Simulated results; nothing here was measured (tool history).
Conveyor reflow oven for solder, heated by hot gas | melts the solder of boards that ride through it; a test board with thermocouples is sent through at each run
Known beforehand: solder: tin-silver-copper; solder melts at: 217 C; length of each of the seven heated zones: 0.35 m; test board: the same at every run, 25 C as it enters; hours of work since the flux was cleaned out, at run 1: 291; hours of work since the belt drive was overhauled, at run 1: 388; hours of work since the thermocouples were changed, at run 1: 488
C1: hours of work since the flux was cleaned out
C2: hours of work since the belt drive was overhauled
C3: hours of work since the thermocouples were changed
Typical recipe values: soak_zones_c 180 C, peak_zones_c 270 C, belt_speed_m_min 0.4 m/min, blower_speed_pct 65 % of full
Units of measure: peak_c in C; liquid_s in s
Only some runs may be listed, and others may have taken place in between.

{"run": 1, "hour": 0.0, "soak_zones_c": 180, "peak_zones_c": 270, "belt_speed_m_min": 0.4, "blower_speed_pct": 65, "C1": 291, "C2": 388, "C3": 488, "peak_c": 252.8, "liquid_s": 81.7}
{"run": 2, "hour": 18.6, "soak_zones_c": 180, "peak_zones_c": 276, "belt_speed_m_min": 0.4, "blower_speed_pct": 65, "C1": 301, "C2": 397, "C3": 497, "peak_c": 259.1, "liquid_s": 86.7}
{"run": 3, "hour": 28.4, "soak_zones_c": 180, "peak_zones_c": 276, "belt_speed_m_min": 0.4, "blower_speed_pct": 65, "C1": 306, "C2": 402, "C3": 502, "peak_c": 258.7, "liquid_s": 87.4}
{"run": 4, "hour": 43.9, "soak_zones_c": 180, "peak_zones_c": 270, "belt_speed_m_min": 0.4, "blower_speed_pct": 65, "C1": 314, "C2": 411, "C3": 510, "peak_c": 254.2, "liquid_s": 83.1}
{"run": 5, "hour": 53.0, "soak_zones_c": 180, "peak_zones_c": 270, "belt_speed_m_min": 0.4, "blower_speed_pct": 65, "C1": 318, "C2": 415, "C3": 515, "peak_c": 253.1, "liquid_s": 82.1}
{"run": 6, "hour": 73.4, "soak_zones_c": 180, "peak_zones_c": 270, "belt_speed_m_min": 0.4, "blower_speed_pct": 65, "C1": 329, "C2": 426, "C3": 526, "peak_c": 253.5, "liquid_s": 83.9}
{"hour": 77.8, "done": "thermocouples of zones 6 and 7 changed"}
{"run": 7, "hour": 92.4, "soak_zones_c": 180, "peak_zones_c": 270, "belt_speed_m_min": 0.4, "blower_speed_pct": 65, "C1": 338, "C2": 435, "C3": 8, "peak_c": 254.3, "liquid_s": 83.4}
{"run": 8, "hour": 107.2, "soak_zones_c": 180, "peak_zones_c": 270, "belt_speed_m_min": 0.4, "blower_speed_pct": 65, "C1": 345, "C2": 442, "C3": 15, "peak_c": 254.5, "liquid_s": 84.5}
{"run": 9, "hour": 117.3, "soak_zones_c": 180, "peak_zones_c": 270, "belt_speed_m_min": 0.4, "blower_speed_pct": 65, "C1": 351, "C2": 448, "C3": 21, "peak_c": 254.7, "liquid_s": 83.6}
{"run": 10, "hour": 129.5, "soak_zones_c": 180, "peak_zones_c": 270, "belt_speed_m_min": 0.4, "blower_speed_pct": 65, "C1": 357, "C2": 454, "C3": 27, "peak_c": 254.2, "liquid_s": 83.8}
{"run": 11, "hour": 138.8, "soak_zones_c": 180, "peak_zones_c": 270, "belt_speed_m_min": 0.4, "blower_speed_pct": 65, "C1": 362, "C2": 459, "C3": 32, "peak_c": 254.2, "liquid_s": 83.7}
{"run": 12, "hour": 154.8, "soak_zones_c": 180, "peak_zones_c": 270, "belt_speed_m_min": 0.4, "blower_speed_pct": 65, "C1": 370, "C2": 467, "C3": 40, "peak_c": 253.8, "liquid_s": 83.7}
{"hour": 161.2, "done": "flux residue cleaned out of gas plates and filters"}
{"run": 13, "hour": 170.5, "soak_zones_c": 180, "peak_zones_c": 270, "belt_speed_m_min": 0.4, "blower_speed_pct": 65, "C1": 5, "C2": 473, "C3": 46, "peak_c": 251.3, "liquid_s": 80.9}
{"run": 14, "hour": 187.5, "soak_zones_c": 180, "peak_zones_c": 270, "belt_speed_m_min": 0.4, "blower_speed_pct": 65, "C1": 14, "C2": 481, "C3": 54, "peak_c": 251.5, "liquid_s": 80.3}
{"run": 15, "hour": 198.5, "soak_zones_c": 180, "peak_zones_c": 270, "belt_speed_m_min": 0.466, "blower_speed_pct": 65, "C1": 19, "C2": 487, "C3": 60, "peak_c": 246.8, "liquid_s": 62.3}
{"run": 16, "hour": 218.9, "soak_zones_c": 192, "peak_zones_c": 270, "belt_speed_m_min": 0.346, "blower_speed_pct": 65, "C1": 30, "C2": 498, "C3": 71, "peak_c": 258.2, "liquid_s": 110.7}
{"run": 17, "hour": 238.4, "soak_zones_c": 192, "peak_zones_c": 270, "belt_speed_m_min": 0.346, "blower_speed_pct": 65, "C1": 40, "C2": 508, "C3": 81, "peak_c": 257.5, "liquid_s": 109.2}
{"run": 18, "hour": 258.2, "soak_zones_c": 181, "peak_zones_c": 271, "belt_speed_m_min": 0.346, "blower_speed_pct": 66, "C1": 50, "C2": 518, "C3": 91, "peak_c": 257.7, "liquid_s": 100.8}
{"run": 19, "hour": 266.5, "soak_zones_c": 181, "peak_zones_c": 271, "belt_speed_m_min": 0.346, "blower_speed_pct": 66, "C1": 55, "C2": 522, "C3": 95, "peak_c": 256.8, "liquid_s": 101.6}
{"run": 20, "hour": 275.0, "soak_zones_c": 183, "peak_zones_c": 271, "belt_speed_m_min": 0.346, "blower_speed_pct": 54, "C1": 59, "C2": 527, "C3": 100, "peak_c": 254.7, "liquid_s": 100.8}
{"hour": 282.0, "done": "flux residue cleaned out of gas plates and filters, once more"}
{"run": 21, "hour": 294.8, "soak_zones_c": 170, "peak_zones_c": 262, "belt_speed_m_min": 0.378, "blower_speed_pct": 68, "C1": 7, "C2": 535, "C3": 107, "peak_c": 249.7, "liquid_s": 81.3}
{"run": 22, "hour": 310.9, "soak_zones_c": 190, "peak_zones_c": 259, "belt_speed_m_min": 0.332, "blower_speed_pct": 75, "C1": 15, "C2": 543, "C3": 116, "peak_c": 253, "liquid_s": 111.7}
{"run": 23, "hour": 330.3, "soak_zones_c": 180, "peak_zones_c": 265, "belt_speed_m_min": 0.4, "blower_speed_pct": 57, "C1": 25, "C2": 553, "C3": 126, "peak_c": 250.4, "liquid_s": 80.7}
{"run": 24, "hour": 347.6, "soak_zones_c": 180, "peak_zones_c": 270, "belt_speed_m_min": 0.343, "blower_speed_pct": 65, "C1": 34, "C2": 562, "C3": 135, "peak_c": 260.5, "liquid_s": 106.8}
{"run": 25, "hour": 365.8, "soak_zones_c": 180, "peak_zones_c": 269, "belt_speed_m_min": 0.343, "blower_speed_pct": 66, "C1": 44, "C2": 571, "C3": 144, "peak_c": 259.4, "liquid_s": 107.6}
{"run": 26, "hour": 385.9, "soak_zones_c": 180, "peak_zones_c": 267, "belt_speed_m_min": 0.343, "blower_speed_pct": 66, "C1": 54, "C2": 582, "C3": 155, "peak_c": 257.5, "liquid_s": 104.4}
{"run": 27, "hour": 405.1, "soak_zones_c": 180, "peak_zones_c": 267, "belt_speed_m_min": 0.343, "blower_speed_pct": 66, "C1": 64, "C2": 592, "C3": 165, "peak_c": 257.3, "liquid_s": 105.2}
{"run": 28, "hour": 414.8, "soak_zones_c": 170, "peak_zones_c": 270, "belt_speed_m_min": 0.4, "blower_speed_pct": 65, "C1": 69, "C2": 597, "C3": 170, "peak_c": 254, "liquid_s": 80.4}
{"run": 29, "hour": 433.8, "soak_zones_c": 189, "peak_zones_c": 264, "belt_speed_m_min": 0.457, "blower_speed_pct": 65, "C1": 79, "C2": 607, "C3": 180, "peak_c": 247.9, "liquid_s": 73.2}
{"run": 30, "hour": 450.9, "soak_zones_c": 177, "peak_zones_c": 282, "belt_speed_m_min": 0.355, "blower_speed_pct": 53, "C1": 88, "C2": 615, "C3": 188, "peak_c": 265.9, "liquid_s": 104.7}

Some steps in peak_c, run to run, broken into two amounts with sign: the step expected even without the hidden condition (settings, incoming material, random variation), and the rest, left for the hidden condition together with whatever gauge scatter is not in both the measured and the hidden-condition-free result:
The tool's hidden condition here consists of: heat that the gas passes to the board, % of a clean oven's; belt's true speed, % of the reading; true gas temperature in zones 6 and 7 over the reading, C; drift of the gauge itself on peak_c, C; drift of the gauge itself on liquid_s, %.
Run 12 -> 13: flux residue cleaned out of gas plates and filters. peak_c -2.5 C: hidden state -1.9, all else -0.6.
Run 15 -> 16: soak_zones_c 180 -> 192, belt_speed_m_min 0.466 -> 0.346. peak_c +11.4 C: hidden state +2.2, all else +9.2.
Run 20 -> 21: soak_zones_c 183 -> 170, peak_zones_c 271 -> 262, belt_speed_m_min 0.346 -> 0.378, blower_speed_pct 54 -> 68, flux residue cleaned out of gas plates and filters, once more. peak_c -5 C: hidden state +4, all else -9.
Run 23 -> 24: peak_zones_c 265 -> 270, belt_speed_m_min 0.4 -> 0.343, blower_speed_pct 57 -> 65. peak_c +10.1 C: hidden state -0.1, all else +10.2.
Run 29 -> 30: soak_zones_c 189 -> 177, peak_zones_c 264 -> 282, belt_speed_m_min 0.457 -> 0.355, blower_speed_pct 65 -> 53. peak_c +18 C: hidden state +0.1, all else +17.9.
